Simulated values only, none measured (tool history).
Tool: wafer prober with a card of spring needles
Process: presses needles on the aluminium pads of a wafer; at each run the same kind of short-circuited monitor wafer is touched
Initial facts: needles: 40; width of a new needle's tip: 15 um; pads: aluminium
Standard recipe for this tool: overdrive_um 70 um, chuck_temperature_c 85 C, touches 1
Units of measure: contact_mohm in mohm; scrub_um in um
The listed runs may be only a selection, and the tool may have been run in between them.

run	hour	overdrive_um	chuck_temperature_c	touches	contact_mohm	scrub_um
1	0	70	85	1	223	12.68
2	7	70	85	1	223	12.68
3	15.6	58	85	1	228	10.51
4	27	70	85	1	221	12.69
5	33.6	70	85	1	231	12.69
6	44.3	70	85	1	225	12.67
7	50.3	70	85	1	222	12.67
8	58.1	70	85	1	225	12.67
9	62.9	70	85	3	224	12.67
10	74.4	57	85	1	228	10.33
11	80.6	70	61	1	216	12.67
12	90.2	70	61	1	216	12.7
13	95.7	70	61	1	218	12.67
14	107.7	70	61	1	220	12.67
15	118.3	70	61	1	221	12.66
16	129.5	70	61	1	218	12.71
17	136.5	70	50	1	215	12.68
18	147.4	70	50	1	219	12.69
19	153.9	70	50	1	214	12.65
20	160.8	50	35	2	221	9.06
21	167.4	52	34	1	218	9.43
22	179.1	70	26	1	210	12.67
23	185.5	51	51	1	223	9.25
24	195.5	83	89	1	220	15.02
25	204.3	83	89	1	219	15.01
26	210.7	83	89	1	221	15.04
27	221.1	70	85	2	221	12.65
28	231.3	70	85	2	224	12.67
29	238.5	70	85	2	225	12.69
30	245.7	79	36	2	206	14.31
31	257.4	79	36	2	209	14.34
32	263.9	84	49	2	211	15.19

Missing from the log above: 39 entries noted between runs. For each, name the pair of listed runs it sits between and say how the tool's hidden condition differs from the listed run just before to the listed run just after:
Run 1 -> run 2: tips cleaned on abrasive film (hour 1.7)
  nothing in the hidden state changes from one run to the other
Run 2 -> run 3: tips cleaned on abrasive film (hour 8.8); tips cleaned on abrasive film (hour 15.6)
  debris on the tips, nm: 0.6 -> 0.1; way that the needles fall short of the set height, um: 0 -> 0.01
Run 3 -> run 4: tips cleaned on abrasive film (hour 22.2)
  debris on the tips, nm: 0.1 -> 0.5
Run 4 -> run 5: tips cleaned on abrasive film (hour 29)
  tips' diameter, um: 15 -> 15.01
Run 5 -> run 6: tips cleaned on abrasive film (hour 36.3); tips cleaned on abrasive film (hour 43.1)
  debris on the tips, nm: 0.5 -> 0.2
Run 6 -> run 7: tips cleaned on abrasive film (hour 50)
  debris on the tips, nm: 0.2 -> 0.1
Run 7 -> run 8: tips cleaned on abrasive film (hour 56.6)
  debris on the tips, nm: 0.1 -> 0.2
Run 9 -> run 10: tips cleaned on abrasive film (hour 64); tips cleaned on abrasive film (hour 71)
  debris on the tips, nm: 0.6 -> 0.5
Run 10 -> run 11: tips cleaned on abrasive film (hour 78.1)
  debris on the tips, nm: 0.5 -> 0.4
Run 11 -> run 12: tips cleaned on abrasive film (hour 85.6)
  debris on the tips, nm: 0.4 -> 0.5
Run 12 -> run 13: tips cleaned on abrasive film (hour 92.7)
  debris on the tips, nm: 0.5 -> 0.4
Run 13 -> run 14: height of the first contact set anew (hour 97.5); tips cleaned on abrasive film (hour 99.7); tips cleaned on abrasive film (hour 106.6)
  debris on the tips, nm: 0.4 -> 0.2; way that the needles fall short of the set height, um: 0.01 -> 0
Run 14 -> run 15: tips cleaned on abrasive film (hour 113.4)
  debris on the tips, nm: 0.2 -> 0.5
Run 15 -> run 16: tips cleaned on abrasive film (hour 120.2); tips cleaned on abrasive film (hour 127.2)
  debris on the tips, nm: 0.5 -> 0.4
Run 16 -> run 17: tips cleaned on abrasive film (hour 134.3)
  debris on the tips, nm: 0.4 -> 0.3
Run 17 -> run 18: tips cleaned on abrasive film (hour 141.1)
  debris on the tips, nm: 0.3 -> 0.6
Run 18 -> run 19: tips cleaned on abrasive film (hour 148.1)
  debris on the tips, nm: 0.6 -> 0.7
Run 19 -> run 20: tips cleaned on abrasive film (hour 154.9)
  debris on the tips, nm: 0.7 -> 0.6
Run 20 -> run 21: tips cleaned on abrasive film (hour 162)
  nothing in the hidden state changes from one run to the other
Run 21 -> run 22: tips cleaned on abrasive film (hour 169.4); tips cleaned on abrasive film (hour 176)
  debris on the tips, nm: 0.6 -> 0.4
Run 22 -> run 23: tips cleaned on abrasive film (hour 183)
  nothing in the hidden state changes from one run to the other
Run 23 -> run 24: tips cleaned on abrasive film (hour 189.8)
  debris on the tips, nm: 0.4 -> 0.6; way that the needles fall short of the set height, um: 0 -> 0.01
Run 24 -> run 25: tips cleaned on abrasive film (hour 196.6); tips cleaned on abrasive film (hour 203.8)
  debris on the tips, nm: 0.6 -> 0.1
Run 25 -> run 26: tips cleaned on abrasive film (hour 210.7)
  debris on the tips, nm: 0.1 -> 0
Run 26 -> run 27: tips cleaned on abrasive film (hour 217.8)
  debris on the tips, nm: 0 -> 0.4
Run 27 -> run 28: tips cleaned on abrasive film (hour 225)
  debris on the tips, nm: 0.4 -> 0.7
Run 28 -> run 29: tips cleaned on abrasive film (hour 232.3)
  debris on the tips, nm: 0.7 -> 0.6
Run 29 -> run 30: tips cleaned on abrasive film (hour 239.1); tips cleaned on abrasive film (hour 245.7)
  debris on the tips, nm: 0.6 -> 0
Run 30 -> run 31: tips cleaned on abrasive film (hour 252.8)
  debris on the tips, nm: 0 -> 0.5
Run 31 -> run 32: tips cleaned on abrasive film (hour 259.5)
  nothing in the hidden state changes from one run to the other
